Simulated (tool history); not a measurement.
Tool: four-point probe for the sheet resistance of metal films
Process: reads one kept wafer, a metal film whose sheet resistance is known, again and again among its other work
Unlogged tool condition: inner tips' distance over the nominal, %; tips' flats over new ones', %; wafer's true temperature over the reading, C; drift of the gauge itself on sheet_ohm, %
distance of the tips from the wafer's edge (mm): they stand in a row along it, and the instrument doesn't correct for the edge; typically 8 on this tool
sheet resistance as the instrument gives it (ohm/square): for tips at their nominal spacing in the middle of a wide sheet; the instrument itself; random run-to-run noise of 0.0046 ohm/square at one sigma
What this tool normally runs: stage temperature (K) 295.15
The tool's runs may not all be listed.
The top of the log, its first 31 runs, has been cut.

run	hour	stage temperature (K)	distance of the tips from the wafer's edge (mm)	touches since the probe head was changed	hours of work since the stage's thermometer was calibrated	sheet resistance as the instrument gives it (ohm/square)
32	485	292.15	20	10986	206	22.794488
33	497.2	296.15	62	11142	214	22.801267
34	506.5	296.15	62	11261	219	22.797011
35	525.9	296.15	11	11511	231	22.897521
36	544.4	294.15	40	11748	243	22.796938
37	556.5	295.15	16	11902	250	22.834336
38	577.9	295.15	16	12176	263	22.835244
39	588.1	299.15	19	12307	269	22.859275
40	603.7	300.15	37	12506	279	22.845163
41	619.8	295.15	14	12712	289	22.858347
42	642.1	295.15	6	12998	303	23.131891
43	661.2	293.15	40	13243	314	22.787836
44	677.9	299.15	57	13456	325	22.84333
45	692.9	295.15	12	13648	334	22.873243
46	711.6	295.15	12	13888	345	22.873741

Consider 3 possible next runs. They are alternatives, not a sequence: every one starts from the tool as it was left by run 46. What does each give?
A	720.7	297.15	4	14005	351	?
B	720.7	300.15	8	14005	351	?
C	720.7	301.15	47	14005	351	?

run	sheet resistance as the instrument gives it (ohm/square)
A	23.563881
B	23.038205
C	22.857824
Had the tool no hidden state, the same runs would have come out as:
run	sheet resistance as the instrument gives it (ohm/square)
A	23.566051
B	23.040437
C	22.860074

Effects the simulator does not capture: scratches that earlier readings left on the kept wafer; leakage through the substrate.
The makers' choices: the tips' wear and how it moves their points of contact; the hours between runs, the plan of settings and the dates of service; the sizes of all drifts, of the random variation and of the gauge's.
